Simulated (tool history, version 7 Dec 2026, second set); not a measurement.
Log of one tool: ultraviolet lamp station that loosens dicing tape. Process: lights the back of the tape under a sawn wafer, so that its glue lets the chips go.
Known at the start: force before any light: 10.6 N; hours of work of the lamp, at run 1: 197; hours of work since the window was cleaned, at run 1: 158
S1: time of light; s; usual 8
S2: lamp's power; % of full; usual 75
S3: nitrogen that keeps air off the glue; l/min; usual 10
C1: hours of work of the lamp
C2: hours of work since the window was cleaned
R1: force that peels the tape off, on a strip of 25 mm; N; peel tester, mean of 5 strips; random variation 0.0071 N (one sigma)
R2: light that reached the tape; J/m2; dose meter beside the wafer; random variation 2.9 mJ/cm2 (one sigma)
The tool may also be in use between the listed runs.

| run | day | S1 | S2 | S3 | C1 | C2 | R1 | R2 |
|---|---|---|---|---|---|---|---|---|
| 1 | 0 | 8 | 75 | 10 | 197 | 158 | 0.24 | 4220 |
| 2 | 0.433 | 8 | 75 | 10 | 205 | 166 | 0.249 | 4260 |
| 3 | 0.712 | 8 | 75 | 10 | 211 | 172 | 0.243 | 4200 |
| 4 | 1.175 | 8 | 97 | 10 | 220 | 180 | 0.139 | 5520 |
| 5 | 1.446 | 8 | 75 | 10 | 225 | 186 | 0.259 | 4250 |
| 6 | 1.896 | 8 | 75 | 10 | 233 | 194 | 0.264 | 4260 |
| 7 | 2.279 | 10 | 75 | 10 | 241 | 202 | 0.148 | 5270 |
| 8 | 2.488 | 10 | 60 | 10 | 245 | 206 | 0.249 | 4240 |
| 9 | 2.829 | 10 | 60 | 10 | 251 | 212 | 0.26 | 4240 |
| 10 | 3.288 | 10 | 60 | 10 | 260 | 221 | 0.248 | 4250 |
| 11 | 3.675 | 10 | 60 | 10 | 267 | 228 | 0.258 | 4200 |
| 12 | 3.979 | 8 | 75 | 10 | 273 | 234 | 0.251 | 4180 |
| 13 | 4.3 | 8 | 75 | 10 | 279 | 240 | 0.243 | 4210 |
| 14 | 4.525 | 8 | 75 | 10 | 283 | 244 | 0.254 | 4220 |
| 15 | 4.954 | 8 | 75 | 10 | 292 | 253 | 0.243 | 4180 |
| 16 | 5.254 | 8 | 80 | 10 | 297 | 258 | 0.213 | 4510 |
| 17 | 5.688 | 8 | 80 | 10 | 306 | 267 | 0.209 | 4490 |
| 18 | 6.05 | 8 | 80 | 10 | 313 | 273 | 0.211 | 4510 |
| 19 | 6.25 | 8 | 75 | 10 | 316 | 277 | 0.243 | 4240 |
|  | 6.471 | window cleaned of glue's vapour |
| 20 | 6.629 | 8 | 75 | 10 | 323 | 3 | 0.241 | 4240 |
| 21 | 6.858 | 8 | 75 | 10 | 328 | 7 | 0.267 | 4250 |
| 22 | 7.075 | 7 | 64 | 11 | 332 | 12 | 0.491 | 3170 |
| 23 | 7.521 | 8 | 65 | 15 | 340 | 20 | 0.253 | 3650 |
| 24 | 7.933 | 8 | 65 | 15 | 348 | 28 | 0.25 | 3680 |
| 25 | 8.175 | 15 | 75 | 9 | 353 | 32 | 0.093 | 7890 |
| 26 | 8.658 | 6 | 65 | 8 | 362 | 42 | 0.922 | 2760 |
| 27 | 8.942 | 10 | 75 | 10 | 367 | 47 | 0.146 | 5290 |
| 28 | 9.333 | 10 | 65 | 16 | 375 | 55 | 0.16 | 4620 |
| 29 | 9.55 | 10 | 69 | 8 | 379 | 59 | 0.21 | 4890 |
| 30 | 9.996 | 7 | 73 | 10 | 388 | 67 | 0.37 | 3620 |
| 31 | 10.308 | 8 | 93 | 10 | 394 | 73 | 0.152 | 5220 |
| 32 | 10.679 | 5 | 74 | 4 | 401 | 80 | 1.806 | 2610 |
| 33 | 11.117 | 5 | 74 | 4 | 409 | 89 | 1.832 | 2650 |
| 34 | 11.588 | 8 | 65 | 5 | 418 | 98 | 0.729 | 3670 |
| 35 | 11.962 | 8 | 69 | 11 | 425 | 105 | 0.277 | 3890 |
| 36 | 12.179 | 8 | 69 | 11 | 429 | 109 | 0.268 | 3880 |
| 37 | 12.488 | 8 | 69 | 11 | 435 | 115 | 0.27 | 3880 |
| 38 | 12.738 | 5 | 71 | 11 | 440 | 120 | 0.912 | 2490 |
| 39 | 13.108 | 5 | 71 | 11 | 447 | 127 | 0.936 | 2500 |
| 40 | 13.429 | 9 | 71 | 11 | 453 | 133 | 0.193 | 4490 |
| 41 | 13.708 | 9 | 75 | 6 | 458 | 138 | 0.303 | 4770 |
| 42 | 14.054 | 9 | 75 | 6 | 465 | 145 | 0.306 | 4720 |

Forecast each of these 5 alternatives for the next run:
| A | 14.467 | 7 | 90 | 10 | 473 | 153 | ? | ? |
| B | 14.467 | 8 | 75 | 10 | 473 | 153 | ? | ? |
| C | 14.467 | 4 | 75 | 6 | 473 | 153 | ? | ? |
| D | 14.467 | 4 | 63 | 9 | 473 | 153 | ? | ? |
| E | 14.467 | 10 | 77 | 12 | 473 | 153 | ? | ? |

| run | R1 | R2 |
|---|---|---|
| A | 0.219 | 4460 |
| B | 0.255 | 4210 |
| C | 1.942 | 2120 |
| D | 1.979 | 1780 |
| E | 0.127 | 5400 |
Without the tool's hidden state the same runs would have given:
| run | R1 | R2 |
|---|---|---|
| A | 0.219 | 4470 |
| B | 0.254 | 4210 |
| C | 1.938 | 2120 |
| D | 1.975 | 1780 |
| E | 0.127 | 5410 |

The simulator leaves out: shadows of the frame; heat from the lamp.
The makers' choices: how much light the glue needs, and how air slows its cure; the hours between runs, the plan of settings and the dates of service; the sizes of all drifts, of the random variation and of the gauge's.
